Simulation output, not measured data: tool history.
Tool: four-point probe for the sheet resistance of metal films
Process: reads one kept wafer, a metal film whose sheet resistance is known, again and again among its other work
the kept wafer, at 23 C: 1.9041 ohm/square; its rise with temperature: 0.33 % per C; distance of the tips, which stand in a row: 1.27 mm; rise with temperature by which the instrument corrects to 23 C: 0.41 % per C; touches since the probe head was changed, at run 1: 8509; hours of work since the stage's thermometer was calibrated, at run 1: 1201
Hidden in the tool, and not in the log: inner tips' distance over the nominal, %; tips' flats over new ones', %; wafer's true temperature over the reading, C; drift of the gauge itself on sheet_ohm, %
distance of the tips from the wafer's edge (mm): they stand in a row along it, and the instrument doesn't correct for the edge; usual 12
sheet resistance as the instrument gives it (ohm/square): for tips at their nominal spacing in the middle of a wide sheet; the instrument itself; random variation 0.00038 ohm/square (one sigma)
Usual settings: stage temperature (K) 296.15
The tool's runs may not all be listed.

run	hour	stage temperature (K)	distance of the tips from the wafer's edge (mm)	touches since the probe head was changed	hours of work since the stage's thermometer was calibrated	sheet resistance as the instrument gives it (ohm/square)
1	0	296.15	12	8509	1201	1.912257
2	32.8	296.15	12	8859	1217	1.912147
3	62	296.15	12	9170	1231	1.912208
4	109.3	296.15	12	9675	1254	1.911509
5	159.2	295.15	12	10207	1277	1.914194
6	190.6	296.15	12	10542	1293	1.912686
7	234.7	296.15	12	11012	1314	1.912709
8	266.8	296.15	12	11354	1329	1.912888
9	291.9	296.15	12	11622	1341	1.912069
10	328.4	296.15	12	12011	1359	1.912146
11	371	296.15	12	12465	1379	1.912715
12	393.9	296.15	12	12710	1390	1.912451
13	429.5	296.15	48	13090	1407	1.902415
14	474.1	297.15	12	13565	1429	1.911574
15	516.7	308.15	12	14020	1449	1.896941
16	560	308.15	12	14481	1470	1.8969
17	589.4	308.15	12	14795	1484	1.89754
18	614.2	296.15	73	15059	1496	1.901834
19	657.1	296.15	12	15517	1517	1.913418
20	690.8	296.15	12	15876	1533	1.913293
21	731.8	296.15	12	16314	1552	1.91338
22	760.5	296.15	12	16621	1566	1.912839
23	795.6	296.15	12	16995	1583	1.913383
# hour 800: stage's thermometer calibrated
24	842.9	296.15	8	17493	21	1.92835
25	878.3	298.15	6	17871	38	1.94539
26	916.4	297.15	5	18278	56	1.965819
# hour 936.4: stage's thermometer calibrated, once more
27	951.7	297.15	5	18649	7	1.964302
28	999.6	297.15	5	19160	30	1.963858
29	1037.1	302.15	14	19560	48	1.90221
30	1067.3	296.15	5	19882	63	1.966423
31	1097.3	296.15	40	20202	77	1.903881
32	1132.7	295.15	6	20579	94	1.948393
33	1168.6	306.15	72	20963	112	1.889789
34	1189.2	306.15	72	21182	121	1.889415
35	1224.7	306.15	72	21561	138	1.889097
36	1274.4	297.15	49	22091	162	1.901959
37	1307.9	297.15	49	22448	178	1.902523
38	1332.2	297.15	49	22707	190	1.902162
39	1355.8	307.15	21	22959	201	1.89241
40	1383	300.15	21	23249	214	1.901363
41	1432.4	299.15	68	23776	238	1.899533
42	1461.5	292.15	53	24086	252	1.909434
43	1505.6	301.15	55	24557	273	1.896974
44	1536.2	297.15	19	24883	288	1.906243
45	1577.5	296.15	34	25323	308	1.905685

Measured less the same run without the tool's hidden state. The same run-to-run variation is in both; the gauge's scatter may not be:
run	sheet resistance as the instrument gives it (ohm/square)
1	-0.003859
2	-0.003778
3	-0.003709
4	-0.003588
5	-0.003452
6	-0.003378
7	-0.003271
8	-0.003198
9	-0.003139
10	-0.003054
11	-0.00295
12	-0.002893
13	-0.002791
14	-0.002705
15	-0.002618
16	-0.002514
17	-0.002439
18	-0.002347
19	-0.002249
20	-0.002164
21	-0.002064
22	-0.001989
23	-0.001902
24	-0.001018
25	-0.000949
26	-0.000855
27	-0.002351
28	-0.002223
29	-0.002072
30	-0.002043
31	-0.001914
32	-0.001864
33	-0.001736
34	-0.001683
35	-0.001599
36	-0.001475
37	-0.001392
38	-0.001331
39	-0.001286
40	-0.001213
41	-0.001084
42	-0.001003
43	-0.00091
44	-0.000832
45	-0.000723

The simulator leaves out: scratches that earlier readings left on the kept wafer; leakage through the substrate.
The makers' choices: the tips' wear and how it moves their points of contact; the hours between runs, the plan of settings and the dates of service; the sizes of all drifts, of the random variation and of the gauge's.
